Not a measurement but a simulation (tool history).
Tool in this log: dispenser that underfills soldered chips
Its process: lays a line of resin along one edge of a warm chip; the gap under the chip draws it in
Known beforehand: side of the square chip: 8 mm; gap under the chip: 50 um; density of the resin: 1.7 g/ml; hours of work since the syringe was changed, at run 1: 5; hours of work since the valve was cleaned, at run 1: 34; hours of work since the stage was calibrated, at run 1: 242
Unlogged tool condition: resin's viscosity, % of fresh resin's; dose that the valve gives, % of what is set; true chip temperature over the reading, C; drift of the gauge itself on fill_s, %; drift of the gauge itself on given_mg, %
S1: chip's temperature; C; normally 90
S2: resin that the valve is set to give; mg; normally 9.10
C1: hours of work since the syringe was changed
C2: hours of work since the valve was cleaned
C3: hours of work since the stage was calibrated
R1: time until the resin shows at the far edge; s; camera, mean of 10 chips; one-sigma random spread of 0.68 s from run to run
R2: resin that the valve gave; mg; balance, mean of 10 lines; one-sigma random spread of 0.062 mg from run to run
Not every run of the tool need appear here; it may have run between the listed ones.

run  hour  S1    S2  C1  C2   C3    R1    R2
  1   0.0  90  9.10   5  34  242  77.3  9.09
      0.8  -- new syringe of resin
  2   8.5  90  9.10   5  39  247  77.6  9.01
     10.1  -- new syringe of resin
  3  14.7  90  9.10   3  43  251  70.4  8.88
     19.6  -- new syringe of resin
  4  20.6  90  9.10   1  47  254  64.8  8.92
  5  26.9  90  9.10   5  50  258  76.5  8.88
     28.7  -- new syringe of resin
  6  34.9  90  9.10   4  55  263  75.8  8.97
     37.9  -- new syringe of resin
  7  44.5  90  9.10   4  61  269  77.1  8.95
     47.8  -- new syringe of resin
  8  50.4  90  9.10   2  65  272  69.1  8.91

Run 9 has not been measured yet. What should we expect?
     57.4  -- new syringe of resin
  9  57.4  82  9.11   0  69  276   ?   ?

R1: 90.8 s
R2: 8.85 mg
On a tool with no hidden condition, and with the same random variation, this run would have come out at R1 86.4 s, R2 9.08 mg.

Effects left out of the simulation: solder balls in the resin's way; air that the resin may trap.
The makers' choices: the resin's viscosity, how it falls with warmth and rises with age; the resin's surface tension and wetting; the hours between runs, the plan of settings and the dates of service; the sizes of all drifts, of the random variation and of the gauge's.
